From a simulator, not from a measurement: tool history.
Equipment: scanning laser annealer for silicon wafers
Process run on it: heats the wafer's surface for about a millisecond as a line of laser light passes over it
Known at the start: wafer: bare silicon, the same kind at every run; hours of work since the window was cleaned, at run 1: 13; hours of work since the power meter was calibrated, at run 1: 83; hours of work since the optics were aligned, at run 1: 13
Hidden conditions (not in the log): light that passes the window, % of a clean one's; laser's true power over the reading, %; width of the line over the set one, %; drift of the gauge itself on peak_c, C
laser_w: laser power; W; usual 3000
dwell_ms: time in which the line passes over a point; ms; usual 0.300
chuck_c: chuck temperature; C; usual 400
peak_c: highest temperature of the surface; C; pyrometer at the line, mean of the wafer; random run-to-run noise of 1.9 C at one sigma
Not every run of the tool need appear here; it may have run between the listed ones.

run	hour	laser_w	dwell_ms	chuck_c	hours of work since the window was cleaned	hours of work since the power meter was calibrated	hours of work since the optics were aligned	peak_c
1	0.0	3000	0.300	400	13	83	13	1111
2	23.1	3000	0.300	400	24	93	24	1108
3	47.4	3000	0.300	400	35	105	35	1113
4	68.9	3000	0.300	400	45	115	45	1111
5	92.6	3000	0.300	400	56	126	56	1111
6	112.9	3000	0.300	400	65	135	65	1107
7	123.3	3000	0.245	400	70	140	70	1037
8	137.3	3000	0.331	400	77	146	77	1147
9	153.3	3000	0.331	400	84	154	84	1147
10	174.9	2934	0.314	401	94	164	94	1108
11	190.2	2934	0.314	401	101	171	101	1107
12	203.0	3079	0.300	420	107	177	107	1149
13	225.2	3251	0.300	420	117	187	117	1196
14	248.3	3148	0.300	420	128	198	128	1166
15	259.4	3148	0.300	420	133	203	133	1167

Predict each of these 5 candidate next runs independently; none follows another, all start after run 15:
A	270.5	2806	0.300	420	138	208	138	?
B	270.5	2907	0.266	393	138	208	138	?
C	270.5	3000	0.235	378	138	208	138	?
D	270.5	3036	0.221	382	138	208	138	?
E	270.5	2844	0.295	409	138	208	138	?

run	peak_c
A	1073
B	1027
C	992
D	988
E	1065
Without the tool's unlogged condition, the same runs would have read:
run	peak_c
A	1083
B	1037
C	1002
D	998
E	1075
